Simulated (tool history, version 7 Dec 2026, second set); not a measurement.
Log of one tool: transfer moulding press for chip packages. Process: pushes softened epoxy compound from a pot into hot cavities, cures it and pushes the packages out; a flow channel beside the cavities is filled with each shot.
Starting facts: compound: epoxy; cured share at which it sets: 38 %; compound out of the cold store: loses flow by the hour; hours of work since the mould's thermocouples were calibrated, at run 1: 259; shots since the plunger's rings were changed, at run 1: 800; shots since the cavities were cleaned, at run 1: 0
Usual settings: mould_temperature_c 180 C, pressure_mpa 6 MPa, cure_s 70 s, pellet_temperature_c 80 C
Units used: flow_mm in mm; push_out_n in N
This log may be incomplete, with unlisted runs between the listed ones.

run   hour  mould_temperature_c  pressure_mpa  cure_s  pellet_temperature_c  hours of work since the mould's thermocouples were calibrated  shots since the plunger's rings were changed  shots since the cavities were cleaned  incoming compound's hours out of the cold store  flow_mm  push_out_n
  1      0                  180             6      70                    80                                                            259                                           800                                      0                                             10.8      926         452
  2   23.6                  180             6      61                    80                                                            269                                          1047                                    247                                             15.1      908         610
  3   44.8                  180             6      61                    80                                                            279                                          1269                                    469                                               18      889         622
  4     67                  180             6      61                    80                                                            289                                          1501                                    701                                             15.6      902         648
      97.7  -- cavities cleaned with cleaning compound and waxed
  5   97.7                  180             6      70                    80                                                            302                                          1807                                      0                                              8.8      935         450
     122.2  -- mould's thermocouples calibrated
  6  145.4                  180             6      70                    80                                                             10                                          2286                                    479                                             38.8      798         407
  7  180.9                  180             6      68                    80                                                             26                                          2657                                    850                                             29.7      834         452
     198.2  -- cavities cleaned with cleaning compound and waxed
  8  226.8                  180          5.36      70                    80                                                             46                                          3123                                    300                                             19.3      833         427
  9    255                  180          5.36      70                    80                                                             59                                          3418                                    595                                             45.4      731         420
 10  287.2                  180          6.54      70                    80                                                             74                                          3755                                    932                                             16.4      938         453
     295.8  -- cavities cleaned with cleaning compound and waxed
 11  317.6                  180          6.54      70                    80                                                             87                                          4058                                    229                                             43.3      819         405
 12  365.9                  180          6.54      70                    80                                                            108                                          4563                                    734                                             34.4      853         414
     395.5  -- cavities cleaned with cleaning compound and waxed
     400.1  -- plunger's sealing rings changed
 13  418.3                  180          6.54      70                    80                                                            130                                           190                                    212                                             42.7      819         407
 14  451.1                  180          6.54      70                    80                                                            145                                           533                                    555                                             19.9      919         431
 15  493.1                  180          4.92      75                    70                                                            164                                           973                                    995                                             47.1      696         375
     499.2  -- cavities cleaned with cleaning compound and waxed
 16  532.1                  178          7.26      83                    81                                                            181                                          1366                                    345                                             46.1      851         350
 17  558.2                  180          6.16      70                    76                                                            192                                          1640                                    619                                               33      837         420
     598.2  -- cavities cleaned with cleaning compound and waxed
 18    605                  180          5.66      70                    77                                                            213                                          2114                                     72                                             38.7      781         425
 19  646.6                  180          5.66      70                    77                                                            231                                          2549                                    507                                             32.7      803         415
     694.8  -- cavities cleaned with cleaning compound and waxed
 20  694.8                  180          5.66      70                    90                                                            252                                          3038                                      0                                             45.9      748         399
 21  717.6                  174             6      70                    76                                                            263                                          3277                                    239                                             11.4      933         667
 22  744.2                  180             6      70                    85                                                            275                                          3555                                    517                                               18      889         426
 23  777.4                  180             6      72                    82                                                            290                                          3903                                    865                                             42.9      787         381
       793  -- cavities cleaned with cleaning compound and waxed
 24  805.2                  180             6      72                    82                                                            301                                          4179                                    128                                             28.5      846         384
     831.5  -- mould's thermocouples calibrated
 25  840.5                  180          4.65      70                    83                                                              4                                          4527                                    476                                             12.2      808         430
 26  861.9                  180             6      58                    80                                                             14                                          4751                                    700                                             26.9      850         684
     874.9  -- plunger's sealing rings changed
 27  892.5                  180           5.9      74                    80                                                             26                                           184                                    995                                               47      761         395

5 ways to go on from here, each from the tool as it stands after run 27. What would each give?
     896.2  -- cavities cleaned with cleaning compound and waxed
  A  920.8                  180          6.88      70                    80                                                             38                                           464                                    258                                             31.2        ?           ?
     896.2  -- cavities cleaned with cleaning compound and waxed
  B  920.8                  180          7.42      64                    85                                                             38                                           464                                    258                                             44.7        ?           ?
     896.2  -- cavities cleaned with cleaning compound and waxed
  C  920.8                  180           5.9      74                    79                                                             38                                           464                                    258                                             15.1        ?           ?
     896.2  -- cavities cleaned with cleaning compound and waxed
  D  920.8                  185             6      82                    80                                                             38                                           464                                    258                                             28.4        ?           ?
     896.2  -- cavities cleaned with cleaning compound and waxed
  E  920.8                  180           5.9      74                    72                                                             38                                           464                                    258                                               43        ?           ?

run  flow_mm  push_out_n
  A      891         426
  B      863         491
  C      893         389
  D      836         339
  E      779         378
The same runs, with their run-to-run variation unchanged, on a tool lacking any hidden condition would have given:
run  flow_mm  push_out_n
  A      891         423
  B      863         488
  C      893         387
  D      836         337
  E      779         376
